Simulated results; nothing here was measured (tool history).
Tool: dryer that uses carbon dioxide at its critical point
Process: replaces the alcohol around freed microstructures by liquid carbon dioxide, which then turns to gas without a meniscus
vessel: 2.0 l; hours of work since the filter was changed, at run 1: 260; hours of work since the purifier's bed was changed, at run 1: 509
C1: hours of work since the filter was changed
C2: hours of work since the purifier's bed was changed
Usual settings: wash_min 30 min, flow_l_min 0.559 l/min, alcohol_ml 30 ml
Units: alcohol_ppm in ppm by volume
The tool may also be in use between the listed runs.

Run 1, hour 0.0: usual settings; C1 260; C2 509. Result: alcohol_ppm 108 ppm by volume.
Run 2, hour 15.6: usual settings; C1 267; C2 517. Result: alcohol_ppm 112 ppm by volume.
Run 3, hour 32.2: usual settings but wash_min 37 min; C1 275; C2 524. Result: alcohol_ppm 105 ppm by volume.
Run 4, hour 56.0: usual settings; C1 286; C2 536. Result: alcohol_ppm 127 ppm by volume.
Run 5, hour 72.5: usual settings; C1 293; C2 543. Result: alcohol_ppm 120 ppm by volume.
Run 6, hour 92.2: usual settings; C1 303; C2 553. Result: alcohol_ppm 129 ppm by volume.
At hour 107.6: inlet filter changed.
Run 7, hour 122.8: usual settings; C1 7; C2 566. Result: alcohol_ppm 120 ppm by volume.
Run 8, hour 148.4: usual settings; C1 19; C2 578. Result: alcohol_ppm 132 ppm by volume.
Run 9, hour 180.5: usual settings but flow_l_min 0.414 l/min; C1 34; C2 593. Result: alcohol_ppm 164 ppm by volume.
Run 10, hour 198.1: usual settings but flow_l_min 0.414 l/min; C1 42; C2 602. Result: alcohol_ppm 151 ppm by volume.
Run 11, hour 227.4: usual settings but wash_min 25 min; C1 56; C2 615. Result: alcohol_ppm 142 ppm by volume.
Run 12, hour 249.6: usual settings but wash_min 25 min; C1 66; C2 626. Result: alcohol_ppm 151 ppm by volume.
Run 13, hour 277.4: usual settings but alcohol_ml 28 ml; C1 79; C2 639. Result: alcohol_ppm 137 ppm by volume.
Run 14, hour 301.2: usual settings but wash_min 25 min; C1 91; C2 650. Result: alcohol_ppm 154 ppm by volume.
Run 15, hour 327.8: usual settings but wash_min 25 min; C1 103; C2 662. Result: alcohol_ppm 162 ppm by volume.
Run 16, hour 345.6: usual settings but wash_min 25 min; C1 111; C2 671. Result: alcohol_ppm 160 ppm by volume.
Run 17, hour 359.7: usual settings; C1 118; C2 677. Result: alcohol_ppm 150 ppm by volume.
Run 18, hour 375.5: usual settings; C1 125; C2 685. Result: alcohol_ppm 143 ppm by volume.
Run 19, hour 406.2: usual settings; C1 140; C2 699. Result: alcohol_ppm 154 ppm by volume.
Run 20, hour 421.8: usual settings; C1 147; C2 706. Result: alcohol_ppm 152 ppm by volume.
At hour 427.5: purifier's bed changed.
Run 21, hour 444.1: usual settings but flow_l_min 0.749 l/min; C1 156; C2 8. Result: alcohol_ppm 12 ppm by volume.
Run 22, hour 464.2: usual settings; C1 165; C2 17. Result: alcohol_ppm 18 ppm by volume.
Run 23, hour 478.1: usual settings but flow_l_min 0.817 l/min; C1 172; C2 24. Result: alcohol_ppm 14 ppm by volume.
Run 24, hour 497.0: usual settings but flow_l_min 0.817 l/min, alcohol_ml 48 ml; C1 181; C2 33. Result: alcohol_ppm 23 ppm by volume.
Run 25, hour 517.4: usual settings but flow_l_min 0.948 l/min, alcohol_ml 33 ml; C1 190; C2 42. Result: alcohol_ppm 14 ppm by volume.
Run 26, hour 538.7: usual settings but wash_min 20 min, flow_l_min 0.473 l/min; C1 200; C2 52. Result: alcohol_ppm 220 ppm by volume.
Run 27, hour 551.8: usual settings but wash_min 20 min, flow_l_min 0.473 l/min; C1 207; C2 58. Result: alcohol_ppm 208 ppm by volume.
Run 28, hour 581.6: usual settings but alcohol_ml 52 ml; C1 220; C2 72. Result: alcohol_ppm 29 ppm by volume.
Run 29, hour 605.7: usual settings but alcohol_ml 52 ml; C1 232; C2 83. Result: alcohol_ppm 37 ppm by volume.
Run 30, hour 631.2: usual settings but alcohol_ml 52 ml; C1 244; C2 95. Result: alcohol_ppm 40 ppm by volume.
Run 31, hour 645.8: usual settings but wash_min 28 min, flow_l_min 0.569 l/min, alcohol_ml 75 ml; C1 251; C2 102. Result: alcohol_ppm 55 ppm by volume.
Run 32, hour 665.5: usual settings but wash_min 19 min, flow_l_min 0.627 l/min, alcohol_ml 97 ml; C1 260; C2 111. Result: alcohol_ppm 248 ppm by volume.
Run 33, hour 695.5: usual settings but wash_min 19 min, flow_l_min 0.404 l/min, alcohol_ml 46 ml; C1 274; C2 125. Result: alcohol_ppm 759 ppm by volume.
Run 34, hour 714.6: usual settings but wash_min 27 min, flow_l_min 0.404 l/min, alcohol_ml 35 ml; C1 283; C2 134. Result: alcohol_ppm 170 ppm by volume.
Run 35, hour 744.1: usual settings but wash_min 27 min, flow_l_min 0.389 l/min, alcohol_ml 72 ml; C1 297; C2 148. Result: alcohol_ppm 368 ppm by volume.
Run 36, hour 759.9: usual settings but wash_min 45 min; C1 304; C2 156. Result: alcohol_ppm 44 ppm by volume.
At hour 772.8: inlet filter changed.
Run 37, hour 787.9: usual settings but wash_min 28 min, flow_l_min 0.931 l/min, alcohol_ml 101 ml; C1 7; C2 168. Result: alcohol_ppm 49 ppm by volume.
Run 38, hour 805.1: usual settings but wash_min 27 min, flow_l_min 0.558 l/min; C1 15; C2 176. Result: alcohol_ppm 57 ppm by volume.
Run 39, hour 836.9: usual settings but wash_min 32 min, alcohol_ml 114 ml; C1 30; C2 191. Result: alcohol_ppm 45 ppm by volume.
Run 40, hour 854.7: usual settings but wash_min 32 min, alcohol_ml 114 ml; C1 38; C2 200. Result: alcohol_ppm 60 ppm by volume.
Run 41, hour 876.6: usual settings but wash_min 37 min; C1 49; C2 210. Result: alcohol_ppm 36 ppm by volume.
Run 42, hour 897.1: usual settings but flow_l_min 0.874 l/min, alcohol_ml 35 ml; C1 58; C2 219. Result: alcohol_ppm 50 ppm by volume.
Run 43, hour 928.1: usual settings but flow_l_min 0.407 l/min; C1 73; C2 234. Result: alcohol_ppm 104 ppm by volume.
Run 44, hour 958.9: usual settings but flow_l_min 0.407 l/min; C1 87; C2 248. Result: alcohol_ppm 95 ppm by volume.
Run 45, hour 982.4: usual settings but flow_l_min 0.407 l/min; C1 98; C2 259. Result: alcohol_ppm 99 ppm by volume.
Run 46, hour 1002.5: usual settings but wash_min 45 min, flow_l_min 0.847 l/min, alcohol_ml 31 ml; C1 108; C2 269. Result: alcohol_ppm 62 ppm by volume.

Forecast each of these 5 alternatives for the next run:
Run A, hour 1024.5: usual settings but wash_min 25 min, flow_l_min 0.827 l/min, alcohol_ml 89 ml; C1 118; C2 279. Result: alcohol_ppm ?.
Run B, hour 1024.5: usual settings but wash_min 45 min, flow_l_min 0.536 l/min, alcohol_ml 31 ml; C1 118; C2 279. Result: alcohol_ppm ?.
Run C, hour 1024.5: usual settings but wash_min 42 min, flow_l_min 0.383 l/min, alcohol_ml 34 ml; C1 118; C2 279. Result: alcohol_ppm ?.
Run D, hour 1024.5: usual settings but wash_min 18 min, flow_l_min 0.509 l/min, alcohol_ml 25 ml; C1 118; C2 279. Result: alcohol_ppm ?.
Run E, hour 1024.5: usual settings but alcohol_ml 23 ml; C1 118; C2 279. Result: alcohol_ppm ?.

run  alcohol_ppm
  A           58
  B           56
  C           73
  D          234
  E           62
Without the tool's hidden state the same runs would have given:
run  alcohol_ppm
  A            2
  B            1
  C           15
  D          153
  E            8

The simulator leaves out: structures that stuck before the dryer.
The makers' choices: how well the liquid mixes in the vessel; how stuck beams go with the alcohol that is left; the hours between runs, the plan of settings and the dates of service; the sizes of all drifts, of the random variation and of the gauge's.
